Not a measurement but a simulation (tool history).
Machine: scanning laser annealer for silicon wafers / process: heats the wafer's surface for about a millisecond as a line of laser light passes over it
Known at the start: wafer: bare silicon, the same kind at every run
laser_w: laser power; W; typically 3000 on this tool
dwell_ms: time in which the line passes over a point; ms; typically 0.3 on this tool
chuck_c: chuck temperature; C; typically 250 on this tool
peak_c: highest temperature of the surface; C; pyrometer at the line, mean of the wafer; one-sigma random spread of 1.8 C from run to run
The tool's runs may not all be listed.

run 1 hour=0 | laser_w=3000 dwell_ms=0.3 chuck_c=250 | peak_c=1016
run 2 hour=7.4 | laser_w=3000 dwell_ms=0.3 chuck_c=250 | peak_c=1017
run 3 hour=18.7 | laser_w=3000 dwell_ms=0.3 chuck_c=250 | peak_c=1014
run 4 hour=32.4 | laser_w=3000 dwell_ms=0.3 chuck_c=250 | peak_c=1014
run 5 hour=47 | laser_w=3000 dwell_ms=0.3 chuck_c=250 | peak_c=1010
run 6 hour=60.8 | laser_w=3000 dwell_ms=0.3 chuck_c=250 | peak_c=1014
run 7 hour=74.4 | laser_w=3000 dwell_ms=0.3 chuck_c=250 | peak_c=1010
run 8 hour=84.2 | laser_w=2812 dwell_ms=0.3 chuck_c=250 | peak_c=951
run 9 hour=92.7 | laser_w=2812 dwell_ms=0.3 chuck_c=250 | peak_c=947
-- hour=98.5 optics aligned, line set to its width
run 10 hour=106.7 | laser_w=2812 dwell_ms=0.3 chuck_c=270 | peak_c=964
run 11 hour=120.6 | laser_w=3268 dwell_ms=0.3 chuck_c=250 | peak_c=1095
-- hour=131 optics aligned, line set to its width, once more
run 12 hour=131.7 | laser_w=3268 dwell_ms=0.3 chuck_c=250 | peak_c=1118
run 13 hour=145 | laser_w=3268 dwell_ms=0.3 chuck_c=250 | peak_c=1120
run 14 hour=156 | laser_w=3268 dwell_ms=0.3 chuck_c=250 | peak_c=1119
run 15 hour=165 | laser_w=3000 dwell_ms=0.3 chuck_c=250 | peak_c=1031
run 16 hour=173.2 | laser_w=3000 dwell_ms=0.3 chuck_c=250 | peak_c=1027
run 17 hour=180.1 | laser_w=2745 dwell_ms=0.233 chuck_c=253 | peak_c=866
run 18 hour=192 | laser_w=2745 dwell_ms=0.233 chuck_c=286 | peak_c=898
run 19 hour=203.1 | laser_w=3065 dwell_ms=0.213 chuck_c=250 | peak_c=926
run 20 hour=213.3 | laser_w=3227 dwell_ms=0.284 chuck_c=283 | peak_c=1108
run 21 hour=223.6 | laser_w=3037 dwell_ms=0.224 chuck_c=233 | peak_c=919
run 22 hour=229.9 | laser_w=3154 dwell_ms=0.333 chuck_c=233 | peak_c=1099
run 23 hour=240.6 | laser_w=2733 dwell_ms=0.375 chuck_c=241 | peak_c=1001
run 24 hour=255 | laser_w=2733 dwell_ms=0.368 chuck_c=241 | peak_c=992
run 25 hour=263.2 | laser_w=2694 dwell_ms=0.322 chuck_c=239 | peak_c=934
run 26 hour=271.8 | laser_w=3000 dwell_ms=0.227 chuck_c=250 | peak_c=925
run 27 hour=284.2 | laser_w=2888 dwell_ms=0.322 chuck_c=252 | peak_c=1008
run 28 hour=296.6 | laser_w=2568 dwell_ms=0.268 chuck_c=264 | peak_c=863
run 29 hour=302.8 | laser_w=2682 dwell_ms=0.247 chuck_c=250 | peak_c=853

Below are 3 alternative next runs, each starting from the tool's condition after run 29. Predict each:
run A hour=310.1 | laser_w=3059 dwell_ms=0.247 chuck_c=270 | peak_c=?
run B hour=310.1 | laser_w=3000 dwell_ms=0.321 chuck_c=248 | peak_c=?
run C hour=310.1 | laser_w=3055 dwell_ms=0.244 chuck_c=266 | peak_c=?

run=A peak_c=988
run=B peak_c=1044
run=C peak_c=976
Without the tool's unlogged condition, the same runs would have read:
run=A peak_c=1009
run=B peak_c=1068
run=C peak_c=998

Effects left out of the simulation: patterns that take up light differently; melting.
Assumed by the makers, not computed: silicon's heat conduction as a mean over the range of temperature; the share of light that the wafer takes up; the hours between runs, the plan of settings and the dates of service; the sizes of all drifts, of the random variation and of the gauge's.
